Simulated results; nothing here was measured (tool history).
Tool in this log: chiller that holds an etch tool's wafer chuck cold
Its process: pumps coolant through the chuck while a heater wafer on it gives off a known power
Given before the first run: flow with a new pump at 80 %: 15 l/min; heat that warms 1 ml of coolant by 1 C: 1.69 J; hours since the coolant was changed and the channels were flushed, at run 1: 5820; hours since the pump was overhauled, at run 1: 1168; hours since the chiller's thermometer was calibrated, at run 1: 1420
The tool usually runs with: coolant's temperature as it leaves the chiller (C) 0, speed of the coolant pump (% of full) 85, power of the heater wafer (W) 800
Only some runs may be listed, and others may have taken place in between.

| run | day | coolant's temperature as it leaves the chiller (C) | speed of the coolant pump (% of full) | power of the heater wafer (W) | hours since the coolant was changed and the channels were flushed | hours since the pump was overhauled | hours since the chiller's thermometer was calibrated | chuck's temperature once it has settled (C) | how much warmer the coolant comes back (C) |
|---|---|---|---|---|---|---|---|---|---|
| 1 | 0 | 0 | 85 | 800 | 5820 | 1168 | 1420 | 7.2 | 1.78 |
| 2 | 1.333 | 0 | 85 | 800 | 5852 | 1200 | 1452 | 7.2 | 1.82 |
| 3 | 2.733 | 0 | 85 | 800 | 5885 | 1233 | 1486 | 7.2 | 1.85 |
| 4 | 4.067 | 0 | 85 | 800 | 5917 | 1265 | 1518 | 7.2 | 1.79 |
| 5 | 4.792 | 0 | 80 | 800 | 5935 | 1283 | 1535 | 7.5 | 1.99 |
| 6 | 5.725 | 0 | 63 | 800 | 5957 | 1305 | 1558 | 9.1 | 2.45 |
| 7 | 7.271 | 0 | 63 | 800 | 5994 | 1342 | 1595 | 9.1 | 2.48 |
| 8 | 8.729 | -2 | 63 | 800 | 6029 | 1377 | 1630 | 7.4 | 2.43 |
| 9 | 9.65 | -2 | 63 | 800 | 6051 | 1399 | 1652 | 7.3 | 2.45 |
| 10 | 10.917 | 0 | 63 | 800 | 6082 | 1430 | 1683 | 9 | 2.45 |
| 11 | 12.425 | 0 | 63 | 800 | 6118 | 1466 | 1719 | 9.2 | 2.43 |
| 12 | 13.283 | 9 | 63 | 1142 | 6139 | 1486 | 1739 | 22.3 | 3.49 |
| 13 | 14.038 | 9 | 63 | 1142 | 6157 | 1505 | 1757 | 22.4 | 3.57 |
| 14 | 15.021 | -3 | 97 | 640 | 6180 | 1528 | 1781 | 2.1 | 1.24 |
| 15 | 16.146 | 2 | 65 | 1140 | 6207 | 1555 | 1808 | 15 | 3.4 |
| 16 | 17.162 | 0 | 85 | 548 | 6232 | 1580 | 1832 | 5 | 1.27 |
| 17 | 17.871 | 9 | 92 | 1039 | 6249 | 1597 | 1849 | 18 | 2.24 |
| 18 | 19.2 | -7 | 81 | 1039 | 6281 | 1628 | 1881 | 2.9 | 2.45 |
| 19 | 19.971 | -7 | 81 | 1039 | 6299 | 1647 | 1900 | 3 | 2.5 |
| 20 | 20.7 | 5 | 85 | 553 | 6316 | 1664 | 1917 | 10 | 1.27 |
| 21 | 21.429 | 3 | 86 | 822 | 6334 | 1682 | 1935 | 10.4 | 1.93 |
| 22 | 22.262 | -1 | 91 | 777 | 6354 | 1702 | 1955 | 5.8 | 1.67 |

Below, some changes in chuck's temperature once it has settled (C) between adjacent runs. For each, the amount present without the hidden state too (settings, incoming material, random variation) and the amount remaining for the hidden state with gauge scatter not shared by both compared results:
Hidden state present: heat passed by the chuck's channels, % of clean ones'; flow at a given pump speed, % of a new pump's; coolant's true temperature over the reading, C; drift of the gauge itself on chuck_c, C; drift of the gauge itself on warmer_back_c, C.
Run 13 -> 14: coolant's temperature as it leaves the chiller (C) 9 -> -3, speed of the coolant pump (% of full) 63 -> 97, power of the heater wafer (W) 1142 -> 640. chuck's temperature once it has settled (C) -20.3: hidden state -1, all else -19.3.
Run 14 -> 15: coolant's temperature as it leaves the chiller (C) -3 -> 2, speed of the coolant pump (% of full) 97 -> 65, power of the heater wafer (W) 640 -> 1140. chuck's temperature once it has settled (C) +12.9: hidden state +1, all else +11.9.
Run 17 -> 18: coolant's temperature as it leaves the chiller (C) 9 -> -7, speed of the coolant pump (% of full) 92 -> 81. chuck's temperature once it has settled (C) -15.1: hidden state +0.1, all else -15.2.
